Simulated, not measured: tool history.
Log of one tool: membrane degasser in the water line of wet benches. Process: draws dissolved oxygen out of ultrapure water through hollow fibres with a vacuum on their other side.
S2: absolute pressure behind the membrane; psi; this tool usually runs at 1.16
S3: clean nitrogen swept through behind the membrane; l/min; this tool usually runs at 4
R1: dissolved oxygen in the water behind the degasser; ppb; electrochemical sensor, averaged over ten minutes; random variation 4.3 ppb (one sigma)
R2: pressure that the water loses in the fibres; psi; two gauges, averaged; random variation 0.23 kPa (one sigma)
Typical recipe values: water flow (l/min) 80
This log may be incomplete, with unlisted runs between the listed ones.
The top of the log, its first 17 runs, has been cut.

run 18 day=146.125 | water_flow_(l/min)=80 S2=1.072 S3=2.4 | R1=501.7 R2=8.382
run 19 day=151.612 | water_flow_(l/min)=80 S2=1.072 S3=2.4 | R1=489.5 R2=8.366
-- day=152.658 vacuum gauge calibrated
run 20 day=164.288 | water_flow_(l/min)=80 S2=1.072 S3=2.4 | R1=498.5 R2=8.351
run 21 day=170.204 | water_flow_(l/min)=80 S2=1.072 S3=2.4 | R1=500.9 R2=8.319
-- day=173.704 seals of the vacuum lines changed
run 22 day=179.817 | water_flow_(l/min)=80 S2=1.072 S3=2.4 | R1=501.7 R2=8.389
run 23 day=192.221 | water_flow_(l/min)=86 S2=0.808 S3=2.4 | R1=434.3 R2=8.966
run 24 day=201.271 | water_flow_(l/min)=86 S2=0.808 S3=2.4 | R1=438.1 R2=8.907
run 25 day=212.317 | water_flow_(l/min)=86 S2=0.808 S3=2.4 | R1=432.4 R2=9.023
run 26 day=218.029 | water_flow_(l/min)=58 S2=1.16 S3=2.67 | R1=311 R2=6.065
run 27 day=229.875 | water_flow_(l/min)=98 S2=0.703 S3=2.49 | R1=488.1 R2=10.253
run 28 day=238.758 | water_flow_(l/min)=98 S2=0.703 S3=2.49 | R1=491.5 R2=10.199
run 29 day=245.025 | water_flow_(l/min)=98 S2=0.703 S3=2.49 | R1=499.9 R2=10.26
run 30 day=256.842 | water_flow_(l/min)=113 S2=1.513 S3=2.77 | R1=1007.3 R2=11.781
run 31 day=263.275 | water_flow_(l/min)=113 S2=1.513 S3=3.92 | R1=873.4 R2=11.768
run 32 day=274.217 | water_flow_(l/min)=113 S2=1.513 S3=3.92 | R1=891.8 R2=11.765

Below are 4 alternative next runs, each starting from the tool's condition after run 32. Predict each:
run A day=281.988 | water_flow_(l/min)=55 S2=0.888 S3=4 | R1=? R2=?
run B day=281.988 | water_flow_(l/min)=113 S2=2.561 S3=9.99 | R1=? R2=?
run C day=281.988 | water_flow_(l/min)=89 S2=1.16 S3=2.85 | R1=? R2=?
run D day=281.988 | water_flow_(l/min)=57 S2=1.513 S3=3.92 | R1=? R2=?

run=A R1=163.1 R2=5.739
run=B R1=838.3 R2=11.839
run=C R1=586.9 R2=9.252
run=D R1=317.1 R2=5.983
Without the tool's unlogged condition, the same runs would have read:
run=A R1=162.8 R2=5.735
run=B R1=837.3 R2=11.831
run=C R1=586.1 R2=9.245
run=D R1=316.8 R2=5.978
